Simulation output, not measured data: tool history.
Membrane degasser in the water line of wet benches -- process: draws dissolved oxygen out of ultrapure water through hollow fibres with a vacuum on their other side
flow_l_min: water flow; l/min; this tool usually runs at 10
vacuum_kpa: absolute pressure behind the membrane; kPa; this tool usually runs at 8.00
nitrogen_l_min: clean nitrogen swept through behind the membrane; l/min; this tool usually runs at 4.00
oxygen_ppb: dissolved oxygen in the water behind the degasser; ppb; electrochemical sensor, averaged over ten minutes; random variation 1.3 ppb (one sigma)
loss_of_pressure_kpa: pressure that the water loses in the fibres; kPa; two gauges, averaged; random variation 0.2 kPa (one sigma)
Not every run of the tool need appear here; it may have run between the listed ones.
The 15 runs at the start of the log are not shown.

{"run": 16, "hour": 568.8, "flow_l_min": 10, "vacuum_kpa": 8.0, "nitrogen_l_min": 4.0, "oxygen_ppb": 123.5, "loss_of_pressure_kpa": 46.46}
{"run": 17, "hour": 593.6, "flow_l_min": 10, "vacuum_kpa": 8.0, "nitrogen_l_min": 4.0, "oxygen_ppb": 121.7, "loss_of_pressure_kpa": 46.44}
{"run": 18, "hour": 619.5, "flow_l_min": 12, "vacuum_kpa": 7.0, "nitrogen_l_min": 6.6, "oxygen_ppb": 188.2, "loss_of_pressure_kpa": 55.52}
{"run": 19, "hour": 669.5, "flow_l_min": 12, "vacuum_kpa": 7.0, "nitrogen_l_min": 6.6, "oxygen_ppb": 185.3, "loss_of_pressure_kpa": 55.85}
{"run": 20, "hour": 708.4, "flow_l_min": 10, "vacuum_kpa": 8.0, "nitrogen_l_min": 4.0, "oxygen_ppb": 122.9, "loss_of_pressure_kpa": 47.1}
{"run": 21, "hour": 746.3, "flow_l_min": 10, "vacuum_kpa": 7.54, "nitrogen_l_min": 9.65, "oxygen_ppb": 103.1, "loss_of_pressure_kpa": 46.18}
{"run": 22, "hour": 783.8, "flow_l_min": 10, "vacuum_kpa": 7.54, "nitrogen_l_min": 9.65, "oxygen_ppb": 104.3, "loss_of_pressure_kpa": 46.18}
{"run": 23, "hour": 814.5, "flow_l_min": 8, "vacuum_kpa": 19.23, "nitrogen_l_min": 10.11, "oxygen_ppb": 72.1, "loss_of_pressure_kpa": 37.27}
{"run": 24, "hour": 845.7, "flow_l_min": 10, "vacuum_kpa": 8.0, "nitrogen_l_min": 11.1, "oxygen_ppb": 102.3, "loss_of_pressure_kpa": 46.55}
{"run": 25, "hour": 898.4, "flow_l_min": 7, "vacuum_kpa": 14.58, "nitrogen_l_min": 4.0, "oxygen_ppb": 71.0, "loss_of_pressure_kpa": 32.07}
{"run": 26, "hour": 921.9, "flow_l_min": 15, "vacuum_kpa": 8.96, "nitrogen_l_min": 7.38, "oxygen_ppb": 341.5, "loss_of_pressure_kpa": 69.88}
{"run": 27, "hour": 961.2, "flow_l_min": 13, "vacuum_kpa": 5.78, "nitrogen_l_min": 7.38, "oxygen_ppb": 226.4, "loss_of_pressure_kpa": 60.2}
{"run": 28, "hour": 995.8, "flow_l_min": 11, "vacuum_kpa": 10.61, "nitrogen_l_min": 5.02, "oxygen_ppb": 167.9, "loss_of_pressure_kpa": 51.13}
{"run": 29, "hour": 1029.1, "flow_l_min": 11, "vacuum_kpa": 10.61, "nitrogen_l_min": 5.02, "oxygen_ppb": 169.0, "loss_of_pressure_kpa": 50.97}
{"run": 30, "hour": 1058.4, "flow_l_min": 11, "vacuum_kpa": 10.61, "nitrogen_l_min": 5.02, "oxygen_ppb": 167.5, "loss_of_pressure_kpa": 51.17}
{"run": 31, "hour": 1095.4, "flow_l_min": 11, "vacuum_kpa": 5.01, "nitrogen_l_min": 5.02, "oxygen_ppb": 137.6, "loss_of_pressure_kpa": 51.14}
{"run": 32, "hour": 1118.5, "flow_l_min": 8, "vacuum_kpa": 6.11, "nitrogen_l_min": 4.19, "oxygen_ppb": 53.6, "loss_of_pressure_kpa": 37.28}
{"run": 33, "hour": 1150.6, "flow_l_min": 8, "vacuum_kpa": 4.85, "nitrogen_l_min": 8.36, "oxygen_ppb": 44.6, "loss_of_pressure_kpa": 37.31}

Here are 3 independent what-if runs from the current tool condition. What would each one return?
{"run": "A", "hour": 1187.0, "flow_l_min": 9, "vacuum_kpa": 5.35, "nitrogen_l_min": 4.0, "oxygen_ppb": "?", "loss_of_pressure_kpa": "?"}
{"run": "B", "hour": 1187.0, "flow_l_min": 13, "vacuum_kpa": 15.55, "nitrogen_l_min": 3.83, "oxygen_ppb": "?", "loss_of_pressure_kpa": "?"}
{"run": "C", "hour": 1187.0, "flow_l_min": 10, "vacuum_kpa": 13.44, "nitrogen_l_min": 4.44, "oxygen_ppb": "?", "loss_of_pressure_kpa": "?"}

run=A oxygen_ppb=75.7 loss_of_pressure_kpa=41.23
run=B oxygen_ppb=307.0 loss_of_pressure_kpa=60.67
run=C oxygen_ppb=150.2 loss_of_pressure_kpa=46.28
With the hidden condition removed and each run's random variation left untouched, the same runs would have given:
run=A oxygen_ppb=75.5 loss_of_pressure_kpa=41.21
run=B oxygen_ppb=306.7 loss_of_pressure_kpa=60.65
run=C oxygen_ppb=150.0 loss_of_pressure_kpa=46.26
